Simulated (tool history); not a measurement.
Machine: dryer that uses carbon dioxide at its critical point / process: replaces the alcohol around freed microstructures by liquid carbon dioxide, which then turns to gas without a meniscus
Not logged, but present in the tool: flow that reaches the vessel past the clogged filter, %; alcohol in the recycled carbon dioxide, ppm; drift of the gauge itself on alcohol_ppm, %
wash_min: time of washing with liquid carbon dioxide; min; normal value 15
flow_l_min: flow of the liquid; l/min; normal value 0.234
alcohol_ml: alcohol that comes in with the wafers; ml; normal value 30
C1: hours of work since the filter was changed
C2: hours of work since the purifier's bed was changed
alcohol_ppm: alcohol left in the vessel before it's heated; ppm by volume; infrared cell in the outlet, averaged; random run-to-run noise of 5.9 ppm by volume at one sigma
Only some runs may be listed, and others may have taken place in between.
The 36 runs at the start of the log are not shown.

run 37 hour=990.6 | wash_min=14 flow_l_min=0.374 alcohol_ml=22 | C1=143 C2=662 | alcohol_ppm=67
run 38 hour=1025.1 | wash_min=14 flow_l_min=0.374 alcohol_ml=32 | C1=154 C2=674 | alcohol_ppm=74
run 39 hour=1045 | wash_min=14 flow_l_min=0.261 alcohol_ml=21 | C1=161 C2=681 | alcohol_ppm=251
run 40 hour=1080.5 | wash_min=12 flow_l_min=0.261 alcohol_ml=100 | C1=173 C2=693 | alcohol_ppm=2279
run 41 hour=1105.7 | wash_min=18 flow_l_min=0.287 alcohol_ml=21 | C1=182 C2=701 | alcohol_ppm=71
run 42 hour=1132.5 | wash_min=17 flow_l_min=0.228 alcohol_ml=38 | C1=191 C2=710 | alcohol_ppm=359
run 43 hour=1157.4 | wash_min=22 flow_l_min=0.242 alcohol_ml=28 | C1=199 C2=719 | alcohol_ppm=82
run 44 hour=1186.5 | wash_min=22 flow_l_min=0.242 alcohol_ml=28 | C1=209 C2=728 | alcohol_ppm=82
run 45 hour=1217.2 | wash_min=17 flow_l_min=0.317 alcohol_ml=105 | C1=219 C2=739 | alcohol_ppm=161
run 46 hour=1239 | wash_min=12 flow_l_min=0.317 alcohol_ml=105 | C1=227 C2=746 | alcohol_ppm=1131
run 47 hour=1258.6 | wash_min=9 flow_l_min=0.248 alcohol_ml=80 | C1=233 C2=753 | alcohol_ppm=7421

Predict each of these 3 candidate next runs independently; none follows another, all start after run 47:
run A hour=1284.1 | wash_min=11 flow_l_min=0.248 alcohol_ml=80 | C1=242 C2=762 | alcohol_ppm=?
run B hour=1284.1 | wash_min=14 flow_l_min=0.248 alcohol_ml=30 | C1=242 C2=762 | alcohol_ppm=?
run C hour=1284.1 | wash_min=9 flow_l_min=0.397 alcohol_ml=80 | C1=242 C2=762 | alcohol_ppm=?

run=A alcohol_ppm=3838
run=B alcohol_ppm=542
run=C alcohol_ppm=1213
Without the tool's unlogged condition, the same runs would have read:
run=A alcohol_ppm=1935
run=B alcohol_ppm=212
run=C alcohol_ppm=484
